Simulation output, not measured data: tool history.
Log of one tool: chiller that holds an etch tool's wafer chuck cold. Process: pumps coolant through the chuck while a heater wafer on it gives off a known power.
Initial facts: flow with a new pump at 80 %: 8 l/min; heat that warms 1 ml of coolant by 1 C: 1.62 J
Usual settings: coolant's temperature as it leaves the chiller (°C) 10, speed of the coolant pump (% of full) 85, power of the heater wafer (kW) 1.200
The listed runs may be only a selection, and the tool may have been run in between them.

run,hour,coolant's temperature as it leaves the chiller (°C),speed of the coolant pump (% of full),power of the heater wafer (kW),chuck's temperature once it has settled (°C),how much warmer the coolant comes back (C)
1,0.0,10,85,1.200,21.0,5.16
2,33.1,10,85,1.172,20.7,5.09
3,67.8,10,85,1.172,20.6,5.14
4,90.2,10,85,1.291,21.8,5.65
5,113.5,10,85,1.291,21.8,5.66
6,152.9,10,85,1.291,21.9,5.68
7,184.1,10,85,0.603,15.4,2.63
8,209.3,10,85,1.551,24.3,6.83
9,237.2,16,85,1.551,30.2,6.83
10,259.7,7,85,1.200,17.8,5.27
11,294.1,10,68,0.812,19.4,4.57
12,311.3,13,60,1.366,30.7,8.81
13,340.0,5,67,1.141,18.2,6.53
14,378.2,10,83,0.929,18.6,4.26
15,413.2,6,85,0.858,13.9,3.85
16,436.1,17,73,0.742,24.8,3.93
17,474.9,1,73,1.466,16.7,7.66
18,513.3,10,65,0.849,20.2,5.16
19,544.4,7,65,1.447,24.3,8.58
20,581.5,4,61,0.748,13.4,4.78

Branching from run 20: 3 alternative next runs. What would each branch give?
A,601.5,4,61,0.721,?,?
B,601.5,16,61,0.748,?,?
C,601.5,7,98,0.809,?,?

run,chuck's temperature once it has settled (°C),how much warmer the coolant comes back (C)
A,13.2,4.71
B,25.7,4.86
C,13.4,3.17
Take away the tool's hidden state, keep each run's random variation, and the runs would have read:
run,chuck's temperature once it has settled (°C),how much warmer the coolant comes back (C)
A,13.2,4.56
B,25.7,4.70
C,13.4,3.02
